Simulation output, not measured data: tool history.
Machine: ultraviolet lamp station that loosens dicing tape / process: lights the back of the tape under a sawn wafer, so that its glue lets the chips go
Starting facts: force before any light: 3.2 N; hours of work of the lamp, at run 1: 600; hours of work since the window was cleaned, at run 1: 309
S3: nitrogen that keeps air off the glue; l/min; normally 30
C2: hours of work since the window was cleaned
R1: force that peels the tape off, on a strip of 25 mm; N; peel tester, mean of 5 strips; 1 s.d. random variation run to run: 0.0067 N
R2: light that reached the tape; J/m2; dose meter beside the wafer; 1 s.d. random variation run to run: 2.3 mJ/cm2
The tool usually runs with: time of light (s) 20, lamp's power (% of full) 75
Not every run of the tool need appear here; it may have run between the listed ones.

Run 1, day 0: usual settings; hours of work of the lamp 600; C2 309. Result: R1 0.274 N, R2 1990 J/m2.
Run 2, day 1.171: usual settings; hours of work of the lamp 611; C2 320. Result: R1 0.254 N, R2 1990 J/m2.
Run 3, day 2.762: usual settings; hours of work of the lamp 627; C2 336. Result: R1 0.271 N, R2 1950 J/m2.
At day 4.312: window cleaned of glue's vapour.
Run 4, day 4.454: usual settings; hours of work of the lamp 644; C2 1. Result: R1 0.247 N, R2 2090 J/m2.
Run 5, day 5.804: usual settings; hours of work of the lamp 657; C2 15. Result: R1 0.256 N, R2 2050 J/m2.
Run 6, day 7.067: usual settings; hours of work of the lamp 669; C2 27. Result: R1 0.251 N, R2 2060 J/m2.
Run 7, day 8.758: usual settings but lamp's power (% of full) 90; hours of work of the lamp 686; C2 44. Result: R1 0.218 N, R2 2420 J/m2.
Run 8, day 10.062: usual settings but time of light (s) 32, S3 26 l/min; hours of work of the lamp 699; C2 57. Result: R1 0.188 N, R2 3270 J/m2.
Run 9, day 11.258: usual settings but time of light (s) 23, lamp's power (% of full) 84, S3 26 l/min; hours of work of the lamp 710; C2 68. Result: R1 0.224 N, R2 2650 J/m2.
Run 10, day 13.054: usual settings but time of light (s) 12, lamp's power (% of full) 82; hours of work of the lamp 728; C2 86. Result: R1 0.457 N, R2 1300 J/m2.
Run 11, day 14.458: usual settings but time of light (s) 14, lamp's power (% of full) 91, S3 13 l/min; hours of work of the lamp 742; C2 100. Result: R1 0.541 N, R2 1700 J/m2.
Run 12, day 16.204: usual settings but lamp's power (% of full) 97; hours of work of the lamp 759; C2 117. Result: R1 0.207 N, R2 2550 J/m2.
Run 13, day 17.858: usual settings but lamp's power (% of full) 70, S3 10 l/min; hours of work of the lamp 775; C2 133. Result: R1 0.54 N, R2 1860 J/m2.
Run 14, day 18.771: usual settings but time of light (s) 26, lamp's power (% of full) 78; hours of work of the lamp 784; C2 142. Result: R1 0.203 N, R2 2650 J/m2.

Each row is a separate what-if for the run after 14, all from the same tool condition, not one after another. Results?
Run A, day 20.588: usual settings but time of light (s) 26, lamp's power (% of full) 85; hours of work of the lamp 802; C2 160. Result: R1 ?, R2 ?.
Run B, day 20.588: usual settings but time of light (s) 26, lamp's power (% of full) 71; hours of work of the lamp 802; C2 160. Result: R1 ?, R2 ?.
Run C, day 20.588: usual settings but time of light (s) 30, lamp's power (% of full) 78, S3 36 l/min; hours of work of the lamp 802; C2 160. Result: R1 ?, R2 ?.

run     R1    R2
  A  0.202  2900
  B  0.215  2440
  C  0.197  3100
The same runs, with their run-to-run variation unchanged, on a tool lacking any hidden condition would have given:
run     R1    R2
  A  0.191  3590
  B  0.192  3030
  C  0.191  3850

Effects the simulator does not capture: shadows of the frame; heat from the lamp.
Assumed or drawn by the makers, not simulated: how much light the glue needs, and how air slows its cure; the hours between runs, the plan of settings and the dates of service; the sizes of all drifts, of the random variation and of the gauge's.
